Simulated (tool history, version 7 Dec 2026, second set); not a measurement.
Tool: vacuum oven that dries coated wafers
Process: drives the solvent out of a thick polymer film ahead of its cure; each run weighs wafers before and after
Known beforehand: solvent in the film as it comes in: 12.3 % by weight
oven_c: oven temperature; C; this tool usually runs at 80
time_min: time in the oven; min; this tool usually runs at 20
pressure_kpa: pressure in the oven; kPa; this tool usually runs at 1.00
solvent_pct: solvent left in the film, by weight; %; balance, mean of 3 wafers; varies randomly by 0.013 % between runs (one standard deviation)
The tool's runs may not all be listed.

run   hour  oven_c  time_min  pressure_kpa  solvent_pct
  1    0.0      80        20          1.00         0.70
  2   17.1      80        20          1.28         0.75
  3   33.9      80        20          1.28         0.79
      42.6  -- vacuum gauge cleaned of residue and calibrated
  4   47.1      80        20          1.28         0.68
  5   70.4      80        20          1.28         0.65
  6   84.2      80        20          1.28         0.65
  7  109.6      80        31          1.28         0.44
  8  129.3      81        30          1.28         0.41
  9  144.7      81        30          1.28         0.39

What will run 10 give?
 10  157.8      81        30          1.28            ?

solvent_pct: 0.42 %
On a tool with no hidden condition, and with the same random variation, this run would have come out at solvent_pct 0.44 %.
